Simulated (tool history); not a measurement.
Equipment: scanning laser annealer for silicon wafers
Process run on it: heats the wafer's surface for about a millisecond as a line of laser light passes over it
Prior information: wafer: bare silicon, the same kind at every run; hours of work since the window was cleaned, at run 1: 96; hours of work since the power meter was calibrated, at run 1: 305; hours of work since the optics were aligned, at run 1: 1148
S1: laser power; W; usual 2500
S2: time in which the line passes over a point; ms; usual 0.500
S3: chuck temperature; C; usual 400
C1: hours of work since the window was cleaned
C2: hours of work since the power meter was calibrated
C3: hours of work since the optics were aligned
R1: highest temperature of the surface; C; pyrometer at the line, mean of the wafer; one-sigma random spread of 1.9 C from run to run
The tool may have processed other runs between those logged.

run 1 hour=0.0 | S1=2500 S2=0.500 S3=400 | C1=96 C2=305 C3=1148 | R1=1118
run 2 hour=9.3 | S1=2500 S2=0.500 S3=400 | C1=101 C2=310 C3=1153 | R1=1119
run 3 hour=21.5 | S1=2500 S2=0.500 S3=400 | C1=108 C2=317 C3=1160 | R1=1119
run 4 hour=36.6 | S1=2500 S2=0.500 S3=400 | C1=116 C2=325 C3=1168 | R1=1119
run 5 hour=43.7 | S1=2500 S2=0.500 S3=400 | C1=120 C2=329 C3=1172 | R1=1120
run 6 hour=59.4 | S1=2500 S2=0.500 S3=400 | C1=129 C2=338 C3=1180 | R1=1118
run 7 hour=71.4 | S1=2500 S2=0.592 S3=400 | C1=135 C2=345 C3=1187 | R1=1180
run 8 hour=82.8 | S1=2500 S2=0.592 S3=400 | C1=142 C2=351 C3=1193 | R1=1177
run 9 hour=98.4 | S1=2500 S2=0.500 S3=400 | C1=150 C2=359 C3=1202 | R1=1120
run 10 hour=106.2 | S1=2500 S2=0.500 S3=400 | C1=155 C2=364 C3=1206 | R1=1122
run 11 hour=123.0 | S1=2190 S2=0.500 S3=400 | C1=164 C2=373 C3=1216 | R1=1023
run 12 hour=131.5 | S1=2190 S2=0.500 S3=400 | C1=169 C2=378 C3=1220 | R1=1023
run 13 hour=140.4 | S1=2500 S2=0.500 S3=400 | C1=173 C2=383 C3=1225 | R1=1117
run 14 hour=150.6 | S1=2500 S2=0.500 S3=400 | C1=179 C2=388 C3=1231 | R1=1120
run 15 hour=159.9 | S1=2500 S2=0.500 S3=400 | C1=184 C2=393 C3=1236 | R1=1121
run 16 hour=174.1 | S1=2500 S2=0.500 S3=400 | C1=192 C2=401 C3=1244 | R1=1117
run 17 hour=180.8 | S1=2500 S2=0.500 S3=400 | C1=196 C2=405 C3=1247 | R1=1118
run 18 hour=192.5 | S1=2500 S2=0.500 S3=400 | C1=202 C2=411 C3=1254 | R1=1122
run 19 hour=207.3 | S1=2500 S2=0.431 S3=397 | C1=210 C2=419 C3=1262 | R1=1067
run 20 hour=218.6 | S1=2500 S2=0.431 S3=397 | C1=217 C2=426 C3=1268 | R1=1067
run 21 hour=228.4 | S1=2500 S2=0.431 S3=397 | C1=222 C2=431 C3=1274 | R1=1062
run 22 hour=245.1 | S1=2385 S2=0.500 S3=362 | C1=231 C2=440 C3=1283 | R1=1043
run 23 hour=254.7 | S1=2541 S2=0.469 S3=362 | C1=236 C2=446 C3=1288 | R1=1070
run 24 hour=266.0 | S1=2202 S2=0.488 S3=381 | C1=243 C2=452 C3=1294 | R1=997
run 25 hour=280.8 | S1=2269 S2=0.354 S3=386 | C1=251 C2=460 C3=1302 | R1=934
run 26 hour=292.3 | S1=2500 S2=0.500 S3=391 | C1=257 C2=466 C3=1309 | R1=1109
run 27 hour=302.6 | S1=2731 S2=0.500 S3=378 | C1=263 C2=472 C3=1314 | R1=1169
-- hour=314.2 optics aligned, line set to its width
run 28 hour=322.1 | S1=2731 S2=0.523 S3=386 | C1=271 C2=480 C3=4 | R1=1196
run 29 hour=336.7 | S1=2364 S2=0.523 S3=386 | C1=279 C2=488 C3=12 | R1=1076
run 30 hour=353.4 | S1=2364 S2=0.523 S3=386 | C1=288 C2=497 C3=22 | R1=1076
run 31 hour=367.9 | S1=2462 S2=0.359 S3=375 | C1=296 C2=505 C3=30 | R1=979
run 32 hour=376.8 | S1=2321 S2=0.608 S3=434 | C1=301 C2=510 C3=34 | R1=1164
run 33 hour=389.6 | S1=2321 S2=0.601 S3=430 | C1=308 C2=517 C3=42 | R1=1152
run 34 hour=402.8 | S1=2658 S2=0.545 S3=402 | C1=315 C2=524 C3=49 | R1=1201
run 35 hour=413.0 | S1=2658 S2=0.545 S3=388 | C1=321 C2=530 C3=54 | R1=1191
run 36 hour=427.7 | S1=2391 S2=0.396 S3=366 | C1=329 C2=538 C3=63 | R1=979

Below are 4 alternative next runs, each starting from the tool's condition after run 36. Predict each:
run A hour=441.3 | S1=2500 S2=0.500 S3=427 | C1=336 C2=546 C3=70 | R1=?
run B hour=441.3 | S1=2143 S2=0.479 S3=385 | C1=336 C2=546 C3=70 | R1=?
run C hour=441.3 | S1=2368 S2=0.368 S3=383 | C1=336 C2=546 C3=70 | R1=?
run D hour=441.3 | S1=2555 S2=0.420 S3=429 | C1=336 C2=546 C3=70 | R1=?

run=A R1=1147
run=B R1=978
run=C R1=965
run=D R1=1105
With the hidden condition removed and each run's random variation left untouched, the same runs would have given:
run=A R1=1148
run=B R1=979
run=C R1=966
run=D R1=1106
